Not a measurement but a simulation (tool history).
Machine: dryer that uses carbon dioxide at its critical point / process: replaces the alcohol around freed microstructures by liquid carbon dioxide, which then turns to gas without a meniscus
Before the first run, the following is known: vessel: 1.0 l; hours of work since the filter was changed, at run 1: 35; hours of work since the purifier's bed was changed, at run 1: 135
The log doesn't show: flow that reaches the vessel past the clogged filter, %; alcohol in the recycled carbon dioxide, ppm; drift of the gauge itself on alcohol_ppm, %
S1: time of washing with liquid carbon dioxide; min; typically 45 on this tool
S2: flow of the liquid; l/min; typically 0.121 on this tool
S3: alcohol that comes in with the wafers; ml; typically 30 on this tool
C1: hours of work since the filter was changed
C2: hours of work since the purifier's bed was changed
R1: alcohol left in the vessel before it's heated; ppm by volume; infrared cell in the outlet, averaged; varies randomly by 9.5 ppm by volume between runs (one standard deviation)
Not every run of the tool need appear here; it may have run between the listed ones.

{"run": 1, "hour": 0.0, "S1": 45, "S2": 0.121, "S3": 30, "C1": 35, "C2": 135, "R1": 626}
{"run": 2, "hour": 35.0, "S1": 45, "S2": 0.091, "S3": 30, "C1": 50, "C2": 150, "R1": 1513}
{"run": 3, "hour": 71.3, "S1": 45, "S2": 0.091, "S3": 30, "C1": 65, "C2": 166, "R1": 1606}
{"run": 4, "hour": 93.3, "S1": 45, "S2": 0.091, "S3": 30, "C1": 75, "C2": 175, "R1": 1574}
{"run": 5, "hour": 123.3, "S1": 45, "S2": 0.121, "S3": 58, "C1": 87, "C2": 188, "R1": 1213}
{"run": 6, "hour": 142.7, "S1": 45, "S2": 0.121, "S3": 58, "C1": 95, "C2": 196, "R1": 1225}
{"run": 7, "hour": 170.3, "S1": 45, "S2": 0.121, "S3": 30, "C1": 107, "C2": 208, "R1": 674}
{"run": 8, "hour": 188.7, "S1": 45, "S2": 0.151, "S3": 30, "C1": 115, "C2": 215, "R1": 294}
{"run": 9, "hour": 207.4, "S1": 45, "S2": 0.174, "S3": 30, "C1": 123, "C2": 223, "R1": 175}
{"run": 10, "hour": 244.9, "S1": 55, "S2": 0.121, "S3": 80, "C1": 139, "C2": 239, "R1": 800}

Run 11 has not been measured yet. What should we expect?
{"run": 11, "hour": 285.0, "S1": 55, "S2": 0.121, "S3": 80, "C1": 156, "C2": 256, "R1": "?"}

Run 11 gave R1 854 ppm by volume.
The same run, on a tool lacking any hidden state, would have yielded R1 593 ppm by volume.
